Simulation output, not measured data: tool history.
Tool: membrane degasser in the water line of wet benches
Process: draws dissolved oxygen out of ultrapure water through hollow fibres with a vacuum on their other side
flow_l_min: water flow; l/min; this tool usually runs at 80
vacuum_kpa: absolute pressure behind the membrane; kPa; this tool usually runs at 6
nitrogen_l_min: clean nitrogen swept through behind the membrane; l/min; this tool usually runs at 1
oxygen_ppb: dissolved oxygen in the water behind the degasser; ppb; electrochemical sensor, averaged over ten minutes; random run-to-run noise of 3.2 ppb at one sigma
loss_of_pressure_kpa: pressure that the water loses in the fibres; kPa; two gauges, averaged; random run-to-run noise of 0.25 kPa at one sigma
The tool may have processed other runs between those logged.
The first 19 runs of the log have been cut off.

| run | day | flow_l_min | vacuum_kpa | nitrogen_l_min | oxygen_ppb | loss_of_pressure_kpa |
|---|---|---|---|---|---|---|
| 20 | 153.325 | 120 | 3.84 | 0.94 | 139.5 | 99.75 |
|  | 162.367 | vacuum gauge calibrated |
| 21 | 162.875 | 119 | 8.1 | 0.9 | 858.9 | 98.88 |
| 22 | 174.3 | 119 | 8.1 | 0.9 | 863.5 | 99 |
| 23 | 184.854 | 80 | 8.1 | 0.44 | 993.9 | 66.87 |
| 24 | 193.358 | 80 | 5.76 | 0.43 | 542.7 | 67.3 |
| 25 | 204.612 | 80 | 5.76 | 0.43 | 541 | 66.77 |
| 26 | 213.775 | 80 | 5.76 | 1.38 | 270.1 | 67.13 |
| 27 | 223.604 | 60 | 3.76 | 0.77 | 72.9 | 50.56 |
|  | 227.925 | membrane cartridge changed |
| 28 | 229.921 | 81 | 6.09 | 0.46 | 577 | 67.8 |
| 29 | 240.958 | 58 | 6.97 | 1 | 392.7 | 48.67 |
| 30 | 249.467 | 58 | 6.97 | 1 | 392.2 | 49.08 |
| 31 | 254.996 | 80 | 10.93 | 0.94 | 973.6 | 68.23 |

5 options for the next run, each taken on its own from the tool as it stands now. Forecast them:
| A | 263.517 | 52 | 6 | 1 | ? | ? |
| B | 263.517 | 85 | 4.27 | 1.07 | ? | ? |
| C | 263.517 | 80 | 10.93 | 1.93 | ? | ? |
| D | 263.517 | 80 | 10.93 | 1.07 | ? | ? |
| E | 263.517 | 94 | 5.02 | 0.46 | ? | ? |

| run | oxygen_ppb | loss_of_pressure_kpa |
|---|---|---|
| A | 265.8 | 43.6 |
| B | 147.9 | 71.51 |
| C | 604.4 | 67.99 |
| D | 915.9 | 67.51 |
| E | 406.8 | 79.24 |
Take away the tool's hidden state, keep each run's random variation, and the runs would have read:
| run | oxygen_ppb | loss_of_pressure_kpa |
|---|---|---|
| A | 265.7 | 42.17 |
| B | 147.7 | 69.17 |
| C | 604.3 | 65.79 |
| D | 915.8 | 65.31 |
| E | 406.4 | 76.66 |
